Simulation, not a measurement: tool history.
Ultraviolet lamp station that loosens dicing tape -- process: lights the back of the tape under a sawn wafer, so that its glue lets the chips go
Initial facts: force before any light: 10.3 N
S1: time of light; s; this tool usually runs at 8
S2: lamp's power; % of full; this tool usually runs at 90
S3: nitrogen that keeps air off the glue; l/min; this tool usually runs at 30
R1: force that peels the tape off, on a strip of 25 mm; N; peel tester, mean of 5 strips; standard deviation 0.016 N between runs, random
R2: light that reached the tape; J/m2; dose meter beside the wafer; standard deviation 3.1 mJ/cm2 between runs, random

| run | hour | S1 | S2 | S3 | R1 | R2 |
|---|---|---|---|---|---|---|
| 1 | 0 | 8 | 90 | 30 | 1.103 | 4000 |
| 2 | 47.1 | 8 | 87 | 30 | 1.175 | 3740 |
| 3 | 99.3 | 8 | 87 | 30 | 1.251 | 3610 |
| 4 | 125.9 | 8 | 90 | 30 | 1.223 | 3740 |
| 5 | 160.2 | 8 | 78 | 30 | 1.65 | 3240 |
| 6 | 213.3 | 13 | 97 | 30 | 0.35 | 6370 |
| 7 | 262.1 | 13 | 97 | 30 | 0.363 | 6310 |
| 8 | 288.7 | 13 | 97 | 30 | 0.381 | 6120 |
| 9 | 331.8 | 13 | 97 | 30 | 0.398 | 6050 |
| 10 | 377.9 | 13 | 97 | 30 | 0.393 | 5910 |

Some steps in R1, run to run, broken into two amounts with sign: the step expected even without the hidden condition (settings, incoming material, random variation), and the rest, left for the hidden condition together with whatever gauge scatter is not in both the measured and the hidden-condition-free result:
The tool's hidden condition here consists of: lamp's light, % of a new lamp's; light that the window lets through, % of a clean one's; drift of the gauge itself on peel_n, %; drift of the gauge itself on dose_mj_cm2, %.
Run 5 -> 6: S1 8 -> 13, S2 78 -> 97. R1 -1.3 N: hidden state -0.447, all else -0.853.
